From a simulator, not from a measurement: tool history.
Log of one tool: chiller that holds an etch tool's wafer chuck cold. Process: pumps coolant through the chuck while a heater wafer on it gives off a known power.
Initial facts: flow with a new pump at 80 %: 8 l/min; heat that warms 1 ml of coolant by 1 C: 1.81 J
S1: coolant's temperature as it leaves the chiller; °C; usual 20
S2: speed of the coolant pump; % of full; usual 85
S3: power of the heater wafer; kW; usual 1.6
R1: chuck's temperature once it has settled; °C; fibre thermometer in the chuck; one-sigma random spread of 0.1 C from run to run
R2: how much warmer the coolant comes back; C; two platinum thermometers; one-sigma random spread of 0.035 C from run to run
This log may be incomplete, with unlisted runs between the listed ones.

{"run": 1, "hour": 0.0, "S1": 20, "S2": 85, "S3": 1.6, "R1": 34.9, "R2": 6.19}
{"run": 2, "hour": 94.9, "S1": 20, "S2": 85, "S3": 1.6, "R1": 34.7, "R2": 6.18}
{"run": 3, "hour": 184.6, "S1": 20, "S2": 85, "S3": 1.6, "R1": 35.1, "R2": 6.22}
{"run": 4, "hour": 269.9, "S1": 20, "S2": 85, "S3": 1.6, "R1": 34.9, "R2": 6.18}
{"run": 5, "hour": 354.7, "S1": 20, "S2": 85, "S3": 2.179, "R1": 40.3, "R2": 8.4}
{"run": 6, "hour": 437.9, "S1": 20, "S2": 85, "S3": 0.83, "R1": 27.7, "R2": 3.21}
{"run": 7, "hour": 533.9, "S1": 20, "S2": 85, "S3": 2.385, "R1": 42.1, "R2": 9.18}
{"run": 8, "hour": 620.1, "S1": 20, "S2": 67, "S3": 1.6, "R1": 38.3, "R2": 8.13}
{"run": 9, "hour": 698.2, "S1": 20, "S2": 67, "S3": 1.6, "R1": 38.4, "R2": 7.92}
{"run": 10, "hour": 766.8, "S1": 20, "S2": 67, "S3": 1.6, "R1": 38.5, "R2": 8}
{"run": 11, "hour": 819.5, "S1": 20, "S2": 91, "S3": 1.6, "R1": 34.1, "R2": 5.83}
{"run": 12, "hour": 894.1, "S1": 20, "S2": 91, "S3": 1.6, "R1": 34, "R2": 5.74}
{"run": 13, "hour": 975.8, "S1": 20, "S2": 91, "S3": 1.6, "R1": 34, "R2": 5.81}
{"run": 14, "hour": 1028.2, "S1": 23, "S2": 85, "S3": 1.6, "R1": 38, "R2": 6.25}
{"run": 15, "hour": 1113.5, "S1": 20, "S2": 85, "S3": 1.6, "R1": 34.9, "R2": 6.2}
{"run": 16, "hour": 1169.9, "S1": 20, "S2": 85, "S3": 0.887, "R1": 28.2, "R2": 3.44}
{"run": 17, "hour": 1247.1, "S1": 10, "S2": 85, "S3": 2.195, "R1": 30.3, "R2": 8.63}
{"run": 18, "hour": 1309.0, "S1": 10, "S2": 85, "S3": 2.195, "R1": 30.3, "R2": 8.47}
{"run": 19, "hour": 1408.7, "S1": 10, "S2": 85, "S3": 2.195, "R1": 30.5, "R2": 8.5}

Run 20, settings as shown, results not yet in. Your forecast:
{"run": 20, "hour": 1453.4, "S1": 10, "S2": 85, "S3": 2.195, "R1": "?", "R2": "?"}

R1: 30.6 °C
R2: 8.5 C
Without the tool's hidden state the same run would have given R1 30.5 °C, R2 8.49 C.
